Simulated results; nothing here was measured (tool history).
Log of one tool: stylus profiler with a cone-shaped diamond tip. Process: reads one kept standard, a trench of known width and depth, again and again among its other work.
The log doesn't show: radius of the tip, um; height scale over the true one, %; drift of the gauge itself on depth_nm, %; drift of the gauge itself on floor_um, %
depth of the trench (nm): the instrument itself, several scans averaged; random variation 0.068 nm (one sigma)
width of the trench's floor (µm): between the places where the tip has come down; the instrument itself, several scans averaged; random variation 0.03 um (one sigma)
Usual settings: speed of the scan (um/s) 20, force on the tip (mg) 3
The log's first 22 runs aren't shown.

| run | hour | speed of the scan (um/s) | force on the tip (mg) | scans with this tip | hours of work since the height scale was calibrated | depth of the trench (nm) | width of the trench's floor (µm) |
|---|---|---|---|---|---|---|---|
| 23 | 1669 | 20 | 3 | 6491 | 548 | 101.61 | 28.61 |
| 24 | 1774.9 | 13 | 5.83 | 7110 | 601 | 102.44 | 28.73 |
| 25 | 1850.8 | 6 | 1.26 | 7554 | 638 | 100.89 | 28.63 |
| 26 | 1956.3 | 44 | 1.26 | 8171 | 690 | 100.9 | 28.37 |
| 27 | 2048.6 | 56 | 2.56 | 8711 | 736 | 101.35 | 28.4 |
| 28 | 2104.8 | 56 | 2.56 | 9039 | 764 | 101.53 | 28.41 |
| 29 | 2198.3 | 6 | 2.78 | 9586 | 810 | 101.52 | 28.73 |
|  | 2203.9 | height scale calibrated on a step standard |
| 30 | 2286.6 | 7 | 3.43 | 10100 | 41 | 101.87 | 28.72 |
| 31 | 2356.4 | 7 | 6.2 | 10508 | 75 | 102.63 | 28.74 |
| 32 | 2455.3 | 20 | 8.59 | 11086 | 124 | 103.28 | 28.65 |
| 33 | 2544.4 | 6 | 2.97 | 11607 | 168 | 101.68 | 28.67 |
| 34 | 2629.6 | 9 | 1.02 | 12106 | 210 | 100.89 | 28.56 |
| 35 | 2699.2 | 7 | 2.37 | 12513 | 245 | 101.46 | 28.67 |
| 36 | 2770.6 | 7 | 3 | 12931 | 280 | 101.7 | 28.68 |
| 37 | 2855.5 | 43 | 5.07 | 13427 | 322 | 102.31 | 28.57 |
| 38 | 2919 | 32 | 3.34 | 13799 | 353 | 101.89 | 28.55 |
| 39 | 2980.9 | 5 | 2.48 | 14160 | 384 | 101.35 | 28.71 |
| 40 | 3051.8 | 5 | 2.48 | 14575 | 419 | 101.42 | 28.73 |
| 41 | 3106.1 | 8 | 1.22 | 14893 | 446 | 100.79 | 28.64 |
| 42 | 3216.8 | 14 | 1.4 | 15540 | 501 | 101.02 | 28.64 |
| 43 | 3293.5 | 9 | 2.1 | 15989 | 539 | 101.25 | 28.7 |
| 44 | 3383.6 | 68 | 1.23 | 16516 | 583 | 100.83 | 28.12 |
| 45 | 3430.8 | 63 | 1.54 | 16792 | 606 | 101.05 | 28.19 |
| 46 | 3514.8 | 20 | 3.18 | 17283 | 648 | 101.7 | 28.56 |

Forecast each of these 3 alternatives for the next run:
| A | 3574.7 | 48 | 1.51 | 17633 | 678 | ? | ? |
| B | 3574.7 | 23 | 3.18 | 17633 | 678 | ? | ? |
| C | 3574.7 | 20 | 2.23 | 17633 | 678 | ? | ? |

| run | depth of the trench (nm) | width of the trench's floor (µm) |
|---|---|---|
| A | 100.92 | 28.37 |
| B | 101.73 | 28.56 |
| C | 101.39 | 28.64 |
Without the tool's hidden state the same runs would have given:
| run | depth of the trench (nm) | width of the trench's floor (µm) |
|---|---|---|
| A | 100.94 | 28.4 |
| B | 101.75 | 28.59 |
| C | 101.41 | 28.66 |

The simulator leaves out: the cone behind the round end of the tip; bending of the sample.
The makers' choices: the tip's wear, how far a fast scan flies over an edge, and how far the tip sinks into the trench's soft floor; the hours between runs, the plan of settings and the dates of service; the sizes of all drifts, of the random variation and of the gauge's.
